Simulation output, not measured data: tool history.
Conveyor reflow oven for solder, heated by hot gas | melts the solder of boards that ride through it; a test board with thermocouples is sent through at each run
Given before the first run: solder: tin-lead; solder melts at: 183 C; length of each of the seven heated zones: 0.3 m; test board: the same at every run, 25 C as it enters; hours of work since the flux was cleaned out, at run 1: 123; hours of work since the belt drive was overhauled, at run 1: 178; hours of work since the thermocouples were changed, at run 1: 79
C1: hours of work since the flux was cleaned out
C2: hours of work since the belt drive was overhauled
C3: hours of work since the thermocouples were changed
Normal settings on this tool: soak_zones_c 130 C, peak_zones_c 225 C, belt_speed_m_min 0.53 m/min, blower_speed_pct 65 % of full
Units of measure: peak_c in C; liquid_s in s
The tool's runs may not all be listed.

{"run": 1, "hour": 0.0, "soak_zones_c": 130, "peak_zones_c": 225, "belt_speed_m_min": 0.53, "blower_speed_pct": 65, "C1": 123, "C2": 178, "C3": 79, "peak_c": 203.47, "liquid_s": 35.7}
{"run": 2, "hour": 9.5, "soak_zones_c": 130, "peak_zones_c": 225, "belt_speed_m_min": 0.53, "blower_speed_pct": 65, "C1": 129, "C2": 185, "C3": 86, "peak_c": 203.49, "liquid_s": 35.47}
{"run": 3, "hour": 28.2, "soak_zones_c": 130, "peak_zones_c": 226, "belt_speed_m_min": 0.53, "blower_speed_pct": 65, "C1": 142, "C2": 197, "C3": 98, "peak_c": 204.23, "liquid_s": 36.26}
{"run": 4, "hour": 49.7, "soak_zones_c": 130, "peak_zones_c": 226, "belt_speed_m_min": 0.53, "blower_speed_pct": 65, "C1": 156, "C2": 211, "C3": 112, "peak_c": 204.08, "liquid_s": 36.13}
{"run": 5, "hour": 70.1, "soak_zones_c": 130, "peak_zones_c": 225, "belt_speed_m_min": 0.53, "blower_speed_pct": 65, "C1": 170, "C2": 225, "C3": 126, "peak_c": 203.3, "liquid_s": 35.24}
{"hour": 76.9, "done": "flux residue cleaned out of gas plates and filters"}
{"run": 6, "hour": 93.8, "soak_zones_c": 130, "peak_zones_c": 225, "belt_speed_m_min": 0.53, "blower_speed_pct": 65, "C1": 11, "C2": 237, "C3": 138, "peak_c": 204.09, "liquid_s": 36.52}
{"run": 7, "hour": 111.0, "soak_zones_c": 131, "peak_zones_c": 225, "belt_speed_m_min": 0.53, "blower_speed_pct": 65, "C1": 23, "C2": 249, "C3": 150, "peak_c": 204.45, "liquid_s": 36.77}
{"run": 8, "hour": 125.5, "soak_zones_c": 130, "peak_zones_c": 239, "belt_speed_m_min": 0.53, "blower_speed_pct": 65, "C1": 32, "C2": 259, "C3": 160, "peak_c": 215.69, "liquid_s": 46.78}
{"run": 9, "hour": 140.4, "soak_zones_c": 130, "peak_zones_c": 225, "belt_speed_m_min": 0.53, "blower_speed_pct": 65, "C1": 42, "C2": 268, "C3": 169, "peak_c": 204.1, "liquid_s": 36.34}
{"run": 10, "hour": 153.4, "soak_zones_c": 130, "peak_zones_c": 225, "belt_speed_m_min": 0.53, "blower_speed_pct": 65, "C1": 51, "C2": 277, "C3": 178, "peak_c": 203.97, "liquid_s": 36.23}
{"run": 11, "hour": 163.5, "soak_zones_c": 130, "peak_zones_c": 225, "belt_speed_m_min": 0.53, "blower_speed_pct": 65, "C1": 58, "C2": 284, "C3": 185, "peak_c": 204.08, "liquid_s": 36.1}
{"run": 12, "hour": 182.1, "soak_zones_c": 130, "peak_zones_c": 225, "belt_speed_m_min": 0.53, "blower_speed_pct": 65, "C1": 70, "C2": 296, "C3": 197, "peak_c": 203.9, "liquid_s": 36.04}
{"run": 13, "hour": 196.3, "soak_zones_c": 130, "peak_zones_c": 225, "belt_speed_m_min": 0.53, "blower_speed_pct": 65, "C1": 79, "C2": 306, "C3": 207, "peak_c": 203.92, "liquid_s": 35.95}
{"run": 14, "hour": 209.5, "soak_zones_c": 130, "peak_zones_c": 225, "belt_speed_m_min": 0.53, "blower_speed_pct": 65, "C1": 88, "C2": 314, "C3": 215, "peak_c": 203.81, "liquid_s": 35.81}
{"run": 15, "hour": 218.9, "soak_zones_c": 130, "peak_zones_c": 225, "belt_speed_m_min": 0.624, "blower_speed_pct": 65, "C1": 94, "C2": 321, "C3": 222, "peak_c": 197.4, "liquid_s": 22.42}
{"run": 16, "hour": 235.8, "soak_zones_c": 130, "peak_zones_c": 225, "belt_speed_m_min": 0.624, "blower_speed_pct": 65, "C1": 106, "C2": 332, "C3": 233, "peak_c": 197.35, "liquid_s": 22.62}
{"run": 17, "hour": 254.9, "soak_zones_c": 130, "peak_zones_c": 225, "belt_speed_m_min": 0.624, "blower_speed_pct": 65, "C1": 118, "C2": 345, "C3": 246, "peak_c": 197.03, "liquid_s": 22.35}
{"run": 18, "hour": 265.3, "soak_zones_c": 130, "peak_zones_c": 225, "belt_speed_m_min": 0.624, "blower_speed_pct": 65, "C1": 125, "C2": 352, "C3": 253, "peak_c": 197.14, "liquid_s": 22.37}
{"run": 19, "hour": 282.4, "soak_zones_c": 143, "peak_zones_c": 217, "belt_speed_m_min": 0.432, "blower_speed_pct": 55, "C1": 137, "C2": 363, "C3": 264, "peak_c": 203.63, "liquid_s": 50.25}
{"run": 20, "hour": 297.2, "soak_zones_c": 120, "peak_zones_c": 237, "belt_speed_m_min": 0.473, "blower_speed_pct": 52, "C1": 147, "C2": 373, "C3": 274, "peak_c": 211.09, "liquid_s": 45.15}
{"run": 21, "hour": 313.5, "soak_zones_c": 130, "peak_zones_c": 214, "belt_speed_m_min": 0.53, "blower_speed_pct": 65, "C1": 157, "C2": 384, "C3": 285, "peak_c": 194.44, "liquid_s": 24.03}
{"hour": 337.9, "done": "flux residue cleaned out of gas plates and filters"}
{"run": 22, "hour": 337.9, "soak_zones_c": 130, "peak_zones_c": 217, "belt_speed_m_min": 0.53, "blower_speed_pct": 73, "C1": 0, "C2": 397, "C3": 298, "peak_c": 200.1, "liquid_s": 32.46}
{"run": 23, "hour": 357.6, "soak_zones_c": 130, "peak_zones_c": 217, "belt_speed_m_min": 0.53, "blower_speed_pct": 73, "C1": 13, "C2": 410, "C3": 311, "peak_c": 200.01, "liquid_s": 32.54}
{"run": 24, "hour": 368.7, "soak_zones_c": 115, "peak_zones_c": 219, "belt_speed_m_min": 0.55, "blower_speed_pct": 73, "C1": 20, "C2": 417, "C3": 318, "peak_c": 197.21, "liquid_s": 24.02}
{"run": 25, "hour": 383.7, "soak_zones_c": 133, "peak_zones_c": 219, "belt_speed_m_min": 0.55, "blower_speed_pct": 87, "C1": 30, "C2": 427, "C3": 328, "peak_c": 203.88, "liquid_s": 37.04}
{"run": 26, "hour": 394.3, "soak_zones_c": 133, "peak_zones_c": 228, "belt_speed_m_min": 0.55, "blower_speed_pct": 79, "C1": 38, "C2": 434, "C3": 335, "peak_c": 209.75, "liquid_s": 41.79}
{"run": 27, "hour": 410.7, "soak_zones_c": 130, "peak_zones_c": 225, "belt_speed_m_min": 0.589, "blower_speed_pct": 66, "C1": 48, "C2": 445, "C3": 346, "peak_c": 200.64, "liquid_s": 28.39}
{"run": 28, "hour": 431.0, "soak_zones_c": 135, "peak_zones_c": 225, "belt_speed_m_min": 0.478, "blower_speed_pct": 61, "C1": 62, "C2": 458, "C3": 359, "peak_c": 207.89, "liquid_s": 46.74}
{"run": 29, "hour": 440.3, "soak_zones_c": 135, "peak_zones_c": 225, "belt_speed_m_min": 0.478, "blower_speed_pct": 61, "C1": 68, "C2": 465, "C3": 366, "peak_c": 207.85, "liquid_s": 46.59}
{"run": 30, "hour": 454.1, "soak_zones_c": 130, "peak_zones_c": 225, "belt_speed_m_min": 0.435, "blower_speed_pct": 65, "C1": 77, "C2": 474, "C3": 375, "peak_c": 210.87, "liquid_s": 54.04}

Here are 3 independent what-if runs from the current tool condition. What would each one return?
{"run": "A", "hour": 472.7, "soak_zones_c": 130, "peak_zones_c": 225, "belt_speed_m_min": 0.56, "blower_speed_pct": 65, "C1": 90, "C2": 486, "C3": 387, "peak_c": "?", "liquid_s": "?"}
{"run": "B", "hour": 472.7, "soak_zones_c": 136, "peak_zones_c": 225, "belt_speed_m_min": 0.587, "blower_speed_pct": 63, "C1": 90, "C2": 486, "C3": 387, "peak_c": "?", "liquid_s": "?"}
{"run": "C", "hour": 472.7, "soak_zones_c": 125, "peak_zones_c": 231, "belt_speed_m_min": 0.435, "blower_speed_pct": 56, "C1": 90, "C2": 486, "C3": 387, "peak_c": "?", "liquid_s": "?"}

run=A peak_c=202.01 liquid_s=31.72
run=B peak_c=201.07 liquid_s=30.23
run=C peak_c=212.44 liquid_s=53.41
Without the tool's unlogged condition, the same runs would have read:
run=A peak_c=201.87 liquid_s=31.59
run=B peak_c=200.94 liquid_s=30.11
run=C peak_c=212.08 liquid_s=52.97
